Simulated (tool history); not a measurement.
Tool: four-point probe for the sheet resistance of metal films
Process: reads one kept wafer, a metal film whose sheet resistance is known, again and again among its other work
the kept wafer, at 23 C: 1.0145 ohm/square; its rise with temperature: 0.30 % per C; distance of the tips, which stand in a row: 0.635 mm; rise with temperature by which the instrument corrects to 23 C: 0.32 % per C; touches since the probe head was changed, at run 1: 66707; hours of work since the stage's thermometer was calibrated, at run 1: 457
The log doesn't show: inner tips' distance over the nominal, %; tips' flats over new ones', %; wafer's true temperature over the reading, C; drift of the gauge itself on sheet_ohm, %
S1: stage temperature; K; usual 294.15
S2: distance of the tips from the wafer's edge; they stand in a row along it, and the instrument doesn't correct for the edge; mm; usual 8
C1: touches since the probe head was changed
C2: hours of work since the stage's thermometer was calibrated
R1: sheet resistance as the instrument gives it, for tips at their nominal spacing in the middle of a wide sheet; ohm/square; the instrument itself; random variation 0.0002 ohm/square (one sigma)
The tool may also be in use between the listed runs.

run      day      S1  S2      C1    C2        R1
  1        0  294.15   8   66707   457  1.023855
  2    2.138  294.15   8   68414   493   1.02398
  3    4.742  294.15   8   70494   536  1.024578
  4    8.012  294.15   8   73107   590  1.024435
  5   10.058  294.15   8   74741   624  1.024318
  6   12.217  294.15  35   76462   660  1.021556
  7   15.704  294.15  35   79248   718   1.02165
  8   17.708  294.15  35   80849   751  1.021644
  9   20.296  294.15  35   82917   794  1.022204
 10   22.033  306.15   8   84303   823  1.023808
 11   24.488  306.15   8   86263   864    1.0236
 12   26.712  306.15   8   88041   901  1.024002
 13     29.4  306.15   8   90185   945  1.024265
 14     31.7  294.15   8   92023   984  1.026191
 15   33.792  294.15   8   93691  1018  1.026356
      34.025  -- stage's thermometer calibrated
 16   35.729  294.15   8   95224    28  1.027076
 17   38.033  294.15   8   97063    67  1.027381
 18   40.821  294.15   8   99290   113   1.02758
 19   43.442  294.15  46  101383   156  1.024496
 20   46.175  294.15   7  103565   202  1.029319
 21   47.688  298.15   8  104774   227  1.027226
 22   50.408  297.15   8  106948   272   1.02758
      52.667  -- stage's thermometer calibrated, once more
 23   53.204  302.15  21  109162     9  1.022499
 24   55.333  302.15  21  110862    44  1.022946
 25   57.958  306.15  22  112960    88  1.022373
 26   59.462  306.15   3  114159   113  1.045978
 27   61.262  306.15   3  115598   143  1.045822
 28   64.496  306.15   3  118180   196  1.046532
 29     67.3  305.15   9  120419   243  1.025147
 30   68.921  303.15   9  121712   270   1.02539
 31   71.317  303.15   9  123627   310  1.025977
 32   73.267  302.15  20  125183   342  1.024052
 33    76.75  299.15  65  127965   400  1.023918
 34   79.642  296.15   5  130277   448    1.0339
 35   81.767  291.15   5  131973   483  1.034622
 36   84.671  291.15   4  134293   531  1.039885
 37   87.725  296.15   7  136729   582  1.030096
 38     91.1  296.15   7  139426   638  1.030027
 39   94.129  294.15  11  141844   688   1.02843
 40   96.488  301.15  74  143730   727  1.024993
 41   99.783  293.15  13  146360   782  1.028114
 42  101.783  296.15  13  147958   815  1.027745
 43  103.425  296.15  13  149267   842  1.027696
 44  105.558  301.15   7  150972   878   1.03044

Hidden state or all else? Some run-to-run changes of R1, split into what the settings, what came in and random variation would give without the hidden state, and what is left for the hidden state (with any gauge scatter that isn't in both results):
Run 15 -> 16: stage's thermometer calibrated. R1 +0.00072 ohm/square: hidden state +0.000731, all else -0.000011.
Run 22 -> 23: S1 297.15 -> 302.15, S2 8 -> 21, stage's thermometer calibrated, once more. R1 -0.005081 ohm/square: hidden state -0.001586, all else -0.003495.
Run 25 -> 26: S2 22 -> 3. R1 +0.023605 ohm/square: hidden state +0.000292, all else +0.023313.
Run 28 -> 29: S1 306.15 -> 305.15, S2 3 -> 9. R1 -0.021385 ohm/square: hidden state +0.000024, all else -0.021409.
Run 33 -> 34: S1 299.15 -> 296.15, S2 65 -> 5. R1 +0.009982 ohm/square: hidden state +0.000305, all else +0.009677.
